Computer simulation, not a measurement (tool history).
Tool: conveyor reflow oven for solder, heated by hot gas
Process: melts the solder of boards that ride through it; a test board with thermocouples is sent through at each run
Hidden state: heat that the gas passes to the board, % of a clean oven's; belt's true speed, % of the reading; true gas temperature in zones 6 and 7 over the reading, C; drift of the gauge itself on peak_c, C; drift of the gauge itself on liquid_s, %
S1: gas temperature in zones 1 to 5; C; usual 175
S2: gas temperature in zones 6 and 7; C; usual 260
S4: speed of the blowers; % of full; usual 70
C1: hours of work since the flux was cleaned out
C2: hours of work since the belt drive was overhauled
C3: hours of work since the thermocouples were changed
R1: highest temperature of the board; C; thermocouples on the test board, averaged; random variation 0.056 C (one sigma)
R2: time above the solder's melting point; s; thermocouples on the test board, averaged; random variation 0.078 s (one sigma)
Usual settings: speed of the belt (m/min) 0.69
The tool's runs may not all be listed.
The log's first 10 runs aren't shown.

Run 11, hour 113.5: usual settings but S2 257 C; C1 281; C2 541; C3 804. Result: R1 240.61 C, R2 42.65 s.
Run 12, hour 120.6: usual settings; C1 286; C2 547; C3 810. Result: R1 243.11 C, R2 44.95 s.
Run 13, hour 130.7: usual settings; C1 294; C2 554; C3 817. Result: R1 243.05 C, R2 44.87 s.
Run 14, hour 142.9: usual settings; C1 303; C2 563; C3 826. Result: R1 243.12 C, R2 44.89 s.
Run 15, hour 150: usual settings; C1 308; C2 568; C3 831. Result: R1 243.14 C, R2 44.81 s.
Run 16, hour 163.3: usual settings; C1 318; C2 578; C3 841. Result: R1 243.11 C, R2 44.85 s.
Run 17, hour 177.6: usual settings; C1 328; C2 588; C3 851. Result: R1 243.19 C, R2 44.92 s.
Run 18, hour 186.9: usual settings; C1 335; C2 595; C3 858. Result: R1 243.15 C, R2 44.92 s.
At hour 195.1: flux residue cleaned out of gas plates and filters.
Run 19, hour 200.6: usual settings but S1 163 C, speed of the belt (m/min) 0.754, S4 86 % of full; C1 4; C2 601; C3 864. Result: R1 240.86 C, R2 35.84 s.
Run 20, hour 216.3: usual settings but S1 163 C, speed of the belt (m/min) 0.631, S4 75 % of full; C1 15; C2 613; C3 876. Result: R1 244.69 C, R2 47.84 s.
Run 21, hour 223: usual settings but S1 165 C, speed of the belt (m/min) 0.761, S4 75 % of full; C1 20; C2 618; C3 881. Result: R1 238.79 C, R2 33.34 s.
Run 22, hour 236.4: usual settings but S2 253 C, speed of the belt (m/min) 0.698; C1 30; C2 627; C3 890. Result: R1 236.86 C, R2 38.53 s.
Run 23, hour 242.9: usual settings but S2 253 C, speed of the belt (m/min) 0.698; C1 35; C2 632; C3 895. Result: R1 236.94 C, R2 38.49 s.
Run 24, hour 254.1: usual settings but S2 253 C, speed of the belt (m/min) 0.698; C1 43; C2 640; C3 903. Result: R1 236.96 C, R2 38.52 s.
Run 25, hour 264.5: usual settings but S2 270 C, S4 50 % of full; C1 51; C2 648; C3 911. Result: R1 246.04 C, R2 45.72 s.
Run 26, hour 275.5: usual settings but S1 172 C, S2 261 C, speed of the belt (m/min) 0.664, S4 50 % of full; C1 59; C2 656; C3 919. Result: R1 239.49 C, R2 40.8 s.
Run 27, hour 287.4: usual settings but S1 190 C, S2 261 C, speed of the belt (m/min) 0.623, S4 54 % of full; C1 67; C2 665; C3 928. Result: R1 246.53 C, R2 59.44 s.
Run 28, hour 298.3: usual settings but S1 190 C, S2 261 C, speed of the belt (m/min) 0.623, S4 54 % of full; C1 75; C2 673; C3 936. Result: R1 246.57 C, R2 59.43 s.
Run 29, hour 312: usual settings but S1 182 C, S2 261 C, speed of the belt (m/min) 0.623, S4 54 % of full; C1 85; C2 683; C3 946. Result: R1 245.04 C, R2 54.11 s.
Run 30, hour 320.7: usual settings but S2 258 C, speed of the belt (m/min) 0.7; C1 92; C2 689; C3 952. Result: R1 241.05 C, R2 42.27 s.
Run 31, hour 332.9: usual settings but S4 59 % of full; C1 101; C2 698; C3 961. Result: R1 240.6 C, R2 41.72 s.

Forecast each of these 4 alternatives for the next run:
Run A, hour 342.8: usual settings but S1 190 C, S2 253 C, speed of the belt (m/min) 0.618; C1 108; C2 705; C3 968. Result: R1 ?, R2 ?.
Run B, hour 342.8: usual settings but S1 176 C, speed of the belt (m/min) 0.803, S4 59 % of full; C1 108; C2 705; C3 968. Result: R1 ?, R2 ?.
Run C, hour 342.8: usual settings but speed of the belt (m/min) 0.633; C1 108; C2 705; C3 968. Result: R1 ?, R2 ?.
Run D, hour 342.8: usual settings but speed of the belt (m/min) 0.625, S4 55 % of full; C1 108; C2 705; C3 968. Result: R1 ?, R2 ?.

run      R1     R2
  A  242.67  58.27
  B  235.31  29.52
  C  245.73  52.28
  D  242.87  49.19
Without the tool's hidden state the same runs would have given:
run      R1     R2
  A  242.66  58.25
  B  235.29   29.5
  C  245.72  52.27
  D  242.85  49.17
